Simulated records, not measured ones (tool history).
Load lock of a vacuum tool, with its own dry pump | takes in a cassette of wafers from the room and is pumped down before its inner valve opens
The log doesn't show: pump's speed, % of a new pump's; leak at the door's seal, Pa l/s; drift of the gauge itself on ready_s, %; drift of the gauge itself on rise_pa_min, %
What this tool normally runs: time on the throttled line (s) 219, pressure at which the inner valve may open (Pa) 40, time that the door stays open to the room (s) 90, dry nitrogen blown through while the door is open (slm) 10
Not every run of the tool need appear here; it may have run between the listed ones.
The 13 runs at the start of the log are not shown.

| run | hour | time on the throttled line (s) | pressure at which the inner valve may open (Pa) | time that the door stays open to the room (s) | dry nitrogen blown through while the door is open (slm) | hours that the pump has run since its overhaul | times that the door has closed on its seal | incoming humidity of the room's air, % | time from the closed door until the inner valve may open (s) | rise of the pressure with all valves shut (Pa/min) |
|---|---|---|---|---|---|---|---|---|---|---|
| 14 | 1177.5 | 219 | 40 | 90 | 10 | 1647 | 37309 | 46.1 | 321.1 | 0.255 |
| 15 | 1240.9 | 219 | 40 | 90 | 10 | 1710 | 37541 | 44.4 | 315.7 | 0.255 |
| 16 | 1320.2 | 181 | 40 | 90 | 10 | 1789 | 37832 | 44.5 | 288.2 | 0.262 |
| 17 | 1382.9 | 219 | 78 | 90 | 10 | 1852 | 38062 | 42.8 | 306 | 0.266 |
| 18 | 1445.1 | 219 | 40 | 90 | 10 | 1914 | 38290 | 42 | 314.7 | 0.262 |
| 19 | 1521.7 | 231 | 56 | 90 | 5 | 1991 | 38571 | 45.4 | 318.6 | 0.281 |
| 20 | 1594.6 | 232 | 70 | 25 | 10 | 2064 | 38838 | 46.8 | 316 | 0.248 |
| 21 | 1696.2 | 219 | 40 | 109 | 17 | 2165 | 39211 | 50.6 | 319.6 | 0.279 |
| 22 | 1806.9 | 203 | 46 | 109 | 17 | 2276 | 39617 | 47.6 | 302.8 | 0.276 |
| 23 | 1915.8 | 318 | 40 | 90 | 10 | 2385 | 40016 | 47.9 | 401.7 | 0.287 |
| 24 | 2000.2 | 318 | 71 | 89 | 11 | 2469 | 40325 | 46.5 | 394 | 0.292 |
| 25 | 2065.6 | 219 | 76 | 54 | 10 | 2535 | 40565 | 43.6 | 305.2 | 0.278 |
| 26 | 2175 | 219 | 40 | 26 | 10 | 2644 | 40966 | 44.1 | 322.2 | 0.269 |
| 27 | 2239.1 | 219 | 40 | 26 | 10 | 2708 | 41201 | 40.1 | 320.3 | 0.274 |
| 28 | 2312 | 219 | 67 | 90 | 20 | 2781 | 41468 | 44.4 | 312.5 | 0.29 |
| 29 | 2397.8 | 295 | 43 | 161 | 29 | 2867 | 41783 | 40.5 | 383.1 | 0.304 |
| 30 | 2506.7 | 295 | 43 | 90 | 6 | 2976 | 42182 | 44.1 | 383.3 | 0.317 |
|  | 2577.8 | door's seal changed, seat wiped |
| 31 | 2630.2 | 295 | 37 | 90 | 6 | 3098 | 192 | 45.3 | 383.6 | 0.043 |
| 32 | 2726.9 | 161 | 40 | 41 | 10 | 3194 | 546 | 45.6 | 267.4 | 0.022 |
| 33 | 2840.1 | 161 | 40 | 41 | 10 | 3308 | 962 | 40.2 | 266.5 | 0.022 |
| 34 | 2957.7 | 203 | 40 | 90 | 6 | 3425 | 1393 | 44.7 | 304.2 | 0.048 |
| 35 | 3029.7 | 203 | 40 | 90 | 6 | 3497 | 1657 | 44.8 | 306.1 | 0.053 |

Branching from run 35: 5 alternative next runs. What would each branch give?
| A | 3090.4 | 219 | 40 | 103 | 10 | 3558 | 1879 | 46.8 | ? | ? |
| B | 3090.4 | 203 | 40 | 79 | 25 | 3558 | 1879 | 47.1 | ? | ? |
| C | 3090.4 | 203 | 34 | 71 | 8 | 3558 | 1879 | 45.7 | ? | ? |
| D | 3090.4 | 219 | 49 | 96 | 10 | 3558 | 1879 | 47.5 | ? | ? |
| E | 3090.4 | 203 | 40 | 26 | 6 | 3558 | 1879 | 42.7 | ? | ? |

| run | time from the closed door until the inner valve may open (s) | rise of the pressure with all valves shut (Pa/min) |
|---|---|---|
| A | 323.4 | 0.053 |
| B | 306 | 0.026 |
| C | 308.1 | 0.034 |
| D | 317.1 | 0.042 |
| E | 307.6 | 0.02 |
Stripped of hidden state, with their random variation kept, the same runs would have yielded:
| run | time from the closed door until the inner valve may open (s) | rise of the pressure with all valves shut (Pa/min) |
|---|---|---|
| A | 317 | 0.048 |
| B | 299.6 | 0.022 |
| C | 301.5 | 0.029 |
| D | 311.1 | 0.037 |
| E | 301.2 | 0.015 |
